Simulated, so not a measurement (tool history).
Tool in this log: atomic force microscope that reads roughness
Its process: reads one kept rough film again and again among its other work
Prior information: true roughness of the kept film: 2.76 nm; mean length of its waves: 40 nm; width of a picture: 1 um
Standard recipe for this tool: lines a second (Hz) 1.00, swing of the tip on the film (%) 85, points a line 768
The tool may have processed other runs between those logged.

| run | hour | lines a second (Hz) | swing of the tip on the film (%) | points a line | roughness of the kept film (nm (root mean square)) |
|---|---|---|---|---|---|
| 1 | 0.0 | 1.00 | 85 | 768 | 2.528 |
| 2 | 23.0 | 1.00 | 85 | 768 | 2.492 |
| 3 | 38.9 | 1.00 | 55 | 768 | 2.556 |
| 4 | 50.8 | 1.00 | 55 | 768 | 2.537 |
| 5 | 60.1 | 1.00 | 55 | 768 | 2.521 |
| 6 | 70.9 | 1.00 | 72 | 768 | 2.433 |
| 7 | 90.7 | 1.00 | 72 | 768 | 2.432 |
| 8 | 110.2 | 1.00 | 72 | 768 | 2.394 |
|  | 116.5 | new tip fitted |
| 9 | 132.1 | 1.00 | 85 | 768 | 2.499 |
|  | 134.3 | height scale calibrated on a step standard |
| 10 | 143.3 | 1.00 | 85 | 768 | 2.484 |
| 11 | 163.8 | 1.00 | 85 | 768 | 2.440 |
| 12 | 185.0 | 1.00 | 77 | 768 | 2.437 |
| 13 | 195.9 | 1.00 | 77 | 768 | 2.426 |
| 14 | 210.9 | 1.00 | 77 | 547 | 2.385 |
|  | 223.6 | height scale calibrated on a step standard, once more |
| 15 | 233.3 | 1.00 | 77 | 547 | 2.385 |
|  | 237.7 | new tip fitted |
| 16 | 245.9 | 1.77 | 75 | 992 | 2.515 |
| 17 | 262.8 | 1.00 | 78 | 768 | 2.531 |
| 18 | 280.3 | 0.59 | 87 | 650 | 2.510 |
| 19 | 298.1 | 0.70 | 57 | 736 | 2.508 |
| 20 | 307.6 | 0.70 | 83 | 419 | 2.451 |
| 21 | 328.0 | 2.72 | 86 | 480 | 2.269 |
| 22 | 341.8 | 0.85 | 87 | 480 | 2.361 |
|  | 356.2 | new tip fitted |
| 23 | 361.1 | 3.11 | 78 | 488 | 2.406 |
| 24 | 380.0 | 3.11 | 75 | 774 | 2.410 |
| 25 | 401.5 | 3.11 | 75 | 774 | 2.392 |
| 26 | 412.8 | 2.20 | 66 | 768 | 2.436 |
| 27 | 435.4 | 1.79 | 81 | 770 | 2.350 |
| 28 | 454.3 | 3.60 | 85 | 488 | 2.167 |

Each row is a separate what-if for the run after 28, all from the same tool condition, not one after another. Results?
| A | 471.6 | 1.37 | 89 | 768 | ? |
| B | 471.6 | 2.72 | 85 | 264 | ? |
| C | 471.6 | 1.74 | 90 | 267 | ? |

| run | roughness of the kept film (nm (root mean square)) |
|---|---|
| A | 2.291 |
| B | 2.190 |
| C | 2.222 |
Stripped of hidden state, with their random variation kept, the same runs would have yielded:
| run | roughness of the kept film (nm (root mean square)) |
|---|---|
| A | 2.500 |
| B | 2.390 |
| C | 2.426 |
